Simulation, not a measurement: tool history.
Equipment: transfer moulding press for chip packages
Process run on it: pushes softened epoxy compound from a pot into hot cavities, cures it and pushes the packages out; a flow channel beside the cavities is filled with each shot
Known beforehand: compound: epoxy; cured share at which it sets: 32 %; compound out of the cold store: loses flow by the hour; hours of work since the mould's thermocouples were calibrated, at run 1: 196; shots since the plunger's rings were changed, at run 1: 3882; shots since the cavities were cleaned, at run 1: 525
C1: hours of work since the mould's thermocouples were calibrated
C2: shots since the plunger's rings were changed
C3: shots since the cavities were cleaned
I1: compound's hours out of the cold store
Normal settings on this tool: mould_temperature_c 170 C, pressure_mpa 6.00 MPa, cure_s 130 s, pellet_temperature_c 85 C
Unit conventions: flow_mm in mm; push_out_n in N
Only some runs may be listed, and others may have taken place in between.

run 1 hour=0.0 | mould_temperature_c=170 pressure_mpa=6.00 cure_s=130 pellet_temperature_c=85 | C1=196 C2=3882 C3=525 | I1=9.7 | flow_mm=975 push_out_n=456
-- hour=31.8 cavities cleaned with cleaning compound and waxed
run 2 hour=36.6 | mould_temperature_c=170 pressure_mpa=6.00 cure_s=130 pellet_temperature_c=85 | C1=215 C2=4175 C3=41 | I1=22.0 | flow_mm=906 push_out_n=376
run 3 hour=74.0 | mould_temperature_c=170 pressure_mpa=6.00 cure_s=130 pellet_temperature_c=84 | C1=235 C2=4486 C3=352 | I1=14.2 | flow_mm=914 push_out_n=420
-- hour=88.5 plunger's sealing rings changed
run 4 hour=99.9 | mould_temperature_c=170 pressure_mpa=6.00 cure_s=130 pellet_temperature_c=85 | C1=248 C2=95 C3=548 | I1=31.9 | flow_mm=923 push_out_n=437
-- hour=128.1 cavities cleaned with cleaning compound and waxed
run 5 hour=128.1 | mould_temperature_c=170 pressure_mpa=6.00 cure_s=130 pellet_temperature_c=85 | C1=262 C2=318 C3=0 | I1=27.4 | flow_mm=958 push_out_n=353
run 6 hour=153.4 | mould_temperature_c=170 pressure_mpa=6.00 cure_s=130 pellet_temperature_c=85 | C1=276 C2=529 C3=211 | I1=14.8 | flow_mm=1012 push_out_n=400
run 7 hour=168.7 | mould_temperature_c=170 pressure_mpa=6.00 cure_s=130 pellet_temperature_c=85 | C1=284 C2=657 C3=339 | I1=16.8 | flow_mm=1003 push_out_n=412
run 8 hour=187.1 | mould_temperature_c=170 pressure_mpa=6.00 cure_s=130 pellet_temperature_c=85 | C1=294 C2=810 C3=492 | I1=22.8 | flow_mm=965 push_out_n=447
run 9 hour=212.0 | mould_temperature_c=170 pressure_mpa=6.00 cure_s=130 pellet_temperature_c=85 | C1=308 C2=1018 C3=700 | I1=18.1 | flow_mm=986 push_out_n=461
-- hour=221.9 cavities cleaned with cleaning compound and waxed
run 10 hour=237.2 | mould_temperature_c=170 pressure_mpa=6.00 cure_s=130 pellet_temperature_c=85 | C1=320 C2=1216 C3=128 | I1=27.8 | flow_mm=927 push_out_n=375
run 11 hour=263.4 | mould_temperature_c=170 pressure_mpa=6.00 cure_s=130 pellet_temperature_c=85 | C1=335 C2=1434 C3=346 | I1=34.4 | flow_mm=896 push_out_n=409
run 12 hour=292.4 | mould_temperature_c=170 pressure_mpa=6.00 cure_s=130 pellet_temperature_c=85 | C1=350 C2=1676 C3=588 | I1=9.7 | flow_mm=1009 push_out_n=467
-- hour=314.2 cavities cleaned with cleaning compound and waxed
run 13 hour=317.2 | mould_temperature_c=170 pressure_mpa=6.00 cure_s=130 pellet_temperature_c=85 | C1=363 C2=1871 C3=26 | I1=40.6 | flow_mm=853 push_out_n=329
run 14 hour=352.2 | mould_temperature_c=170 pressure_mpa=6.80 cure_s=130 pellet_temperature_c=85 | C1=382 C2=2162 C3=317 | I1=17.8 | flow_mm=1021 push_out_n=418
run 15 hour=386.5 | mould_temperature_c=170 pressure_mpa=6.80 cure_s=130 pellet_temperature_c=85 | C1=400 C2=2448 C3=603 | I1=44.5 | flow_mm=884 push_out_n=434
-- hour=407.6 cavities cleaned with cleaning compound and waxed
run 16 hour=411.0 | mould_temperature_c=175 pressure_mpa=4.98 cure_s=130 pellet_temperature_c=85 | C1=413 C2=2640 C3=28 | I1=20.9 | flow_mm=837 push_out_n=342
run 17 hour=445.8 | mould_temperature_c=167 pressure_mpa=6.00 cure_s=130 pellet_temperature_c=85 | C1=431 C2=2931 C3=319 | I1=9.2 | flow_mm=1003 push_out_n=509
run 18 hour=461.9 | mould_temperature_c=167 pressure_mpa=6.00 cure_s=130 pellet_temperature_c=85 | C1=440 C2=3065 C3=453 | I1=10.9 | flow_mm=998 push_out_n=536
run 19 hour=485.6 | mould_temperature_c=170 pressure_mpa=6.00 cure_s=130 pellet_temperature_c=89 | C1=453 C2=3263 C3=651 | I1=17.3 | flow_mm=943 push_out_n=468
-- hour=501.6 cavities cleaned with cleaning compound and waxed
run 20 hour=510.3 | mould_temperature_c=176 pressure_mpa=6.00 cure_s=130 pellet_temperature_c=80 | C1=465 C2=3457 C3=73 | I1=45.2 | flow_mm=772 push_out_n=336
run 21 hour=544.9 | mould_temperature_c=176 pressure_mpa=6.00 cure_s=130 pellet_temperature_c=80 | C1=484 C2=3745 C3=361 | I1=32.4 | flow_mm=823 push_out_n=370
run 22 hour=576.7 | mould_temperature_c=163 pressure_mpa=6.00 cure_s=129 pellet_temperature_c=78 | C1=501 C2=4010 C3=626 | I1=43.7 | flow_mm=852 push_out_n=661
-- hour=594.7 cavities cleaned with cleaning compound and waxed
run 23 hour=598.2 | mould_temperature_c=163 pressure_mpa=6.00 cure_s=129 pellet_temperature_c=78 | C1=512 C2=4178 C3=30 | I1=9.8 | flow_mm=1021 push_out_n=618
run 24 hour=633.7 | mould_temperature_c=168 pressure_mpa=6.07 cure_s=130 pellet_temperature_c=85 | C1=531 C2=4474 C3=326 | I1=10.3 | flow_mm=967 push_out_n=467
-- hour=650.7 plunger's sealing rings changed
run 25 hour=672.8 | mould_temperature_c=173 pressure_mpa=5.88 cure_s=137 pellet_temperature_c=90 | C1=551 C2=184 C3=631 | I1=26.4 | flow_mm=925 push_out_n=420
-- hour=689.9 cavities cleaned with cleaning compound and waxed
run 26 hour=712.2 | mould_temperature_c=173 pressure_mpa=5.88 cure_s=137 pellet_temperature_c=90 | C1=571 C2=500 C3=186 | I1=11.3 | flow_mm=998 push_out_n=364
run 27 hour=749.0 | mould_temperature_c=173 pressure_mpa=5.88 cure_s=137 pellet_temperature_c=90 | C1=591 C2=807 C3=493 | I1=36.9 | flow_mm=871 push_out_n=401
run 28 hour=778.3 | mould_temperature_c=171 pressure_mpa=5.61 cure_s=130 pellet_temperature_c=85 | C1=607 C2=1052 C3=738 | I1=27.7 | flow_mm=888 push_out_n=449
-- hour=783.2 cavities cleaned with cleaning compound and waxed
run 29 hour=815.4 | mould_temperature_c=170 pressure_mpa=7.40 cure_s=120 pellet_temperature_c=85 | C1=626 C2=1348 C3=268 | I1=25.2 | flow_mm=1054 push_out_n=447

Below are 3 alternative next runs, each starting from the tool's condition after run 29. Predict each:
run A hour=838.4 | mould_temperature_c=162 pressure_mpa=6.00 cure_s=130 pellet_temperature_c=85 | C1=639 C2=1541 C3=461 | I1=45.1 | flow_mm=? push_out_n=?
run B hour=838.4 | mould_temperature_c=167 pressure_mpa=7.40 cure_s=111 pellet_temperature_c=76 | C1=639 C2=1541 C3=461 | I1=31.5 | flow_mm=? push_out_n=?
run C hour=838.4 | mould_temperature_c=170 pressure_mpa=7.18 cure_s=136 pellet_temperature_c=85 | C1=639 C2=1541 C3=461 | I1=42.3 | flow_mm=? push_out_n=?

run=A flow_mm=885 push_out_n=635
run=B flow_mm=1029 push_out_n=640
run=C flow_mm=942 push_out_n=412
Without the tool's unlogged condition, the same runs would have read:
run=A flow_mm=919 push_out_n=542
run=B flow_mm=1069 push_out_n=547
run=C flow_mm=978 push_out_n=337
